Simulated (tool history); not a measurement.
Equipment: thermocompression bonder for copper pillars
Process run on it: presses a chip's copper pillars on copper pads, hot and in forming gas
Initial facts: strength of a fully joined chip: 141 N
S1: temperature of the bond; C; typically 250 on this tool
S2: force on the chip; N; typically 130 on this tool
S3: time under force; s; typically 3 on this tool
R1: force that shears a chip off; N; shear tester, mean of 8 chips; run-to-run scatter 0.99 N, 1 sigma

Run 1, hour 0.0: usual settings. Result: R1 77.3 N.
Run 2, hour 21.1: usual settings. Result: R1 78.4 N.
Run 3, hour 33.8: usual settings. Result: R1 77.2 N.
Run 4, hour 52.3: usual settings. Result: R1 78.9 N.
Run 5, hour 72.3: usual settings but S1 230 C. Result: R1 62.7 N.
Run 6, hour 101.1: usual settings but S2 183 N. Result: R1 91.9 N.
Run 7, hour 122.5: usual settings but S2 183 N. Result: R1 92.1 N.
Run 8, hour 148.2: usual settings but S2 183 N. Result: R1 91.5 N.
Run 9, hour 171.0: usual settings but S2 183 N. Result: R1 92.1 N.
Run 10, hour 192.6: usual settings but S2 183 N. Result: R1 89.6 N.
At hour 208.2: forming gas filter changed.
Run 11, hour 213.7: usual settings but S2 183 N. Result: R1 94.1 N.
Run 12, hour 244.3: usual settings but S2 183 N. Result: R1 92.8 N.
Run 13, hour 273.7: usual settings but S1 243 C, S2 81 N. Result: R1 53.7 N.
Run 14, hour 304.4: usual settings but S1 243 C, S2 81 N. Result: R1 53.5 N.
Run 15, hour 323.3: usual settings but S1 268 C, S2 84 N. Result: R1 72.0 N.
Run 16, hour 346.0: usual settings but S1 273 C, S2 144 N, S3 2 s. Result: R1 86.6 N.
Run 17, hour 364.0: usual settings but S1 230 C, S2 87 N, S3 9 s. Result: R1 69.1 N.
Run 18, hour 377.2: usual settings but S1 230 C, S2 177 N, S3 9 s. Result: R1 100.5 N.
Run 19, hour 406.4: usual settings but S1 230 C, S2 177 N, S3 9 s. Result: R1 97.8 N.
Run 20, hour 426.5: usual settings but S1 238 C, S2 97 N, S3 7 s. Result: R1 74.0 N.
Run 21, hour 440.2: usual settings but S1 251 C, S2 172 N, S3 2 s. Result: R1 76.5 N.
At hour 469.3: forming gas filter changed.
Run 22, hour 469.3: usual settings but S1 251 C, S2 172 N, S3 2 s. Result: R1 79.9 N.
Run 23, hour 486.8: usual settings but S1 254 C, S2 133 N, S3 6 s. Result: R1 97.7 N.

Branching from run 23: 4 alternative next runs. What would each branch give?
Run A, hour 504.9: usual settings but S1 273 C, S2 184 N. Result: R1 ?.
Run B, hour 504.9: usual settings but S1 265 C, S2 133 N, S3 6 s. Result: R1 ?.
Run C, hour 504.9: usual settings but S1 259 C, S2 83 N, S3 2 s. Result: R1 ?.
Run D, hour 504.9: usual settings but S3 2 s. Result: R1 ?.

run     R1
  A  109.5
  B  106.1
  C   54.4
  D   67.9
With the hidden condition removed and each run's random variation left untouched, the same runs would have given:
run     R1
  A  117.3
  B  114.3
  C   62.0
  D   76.7
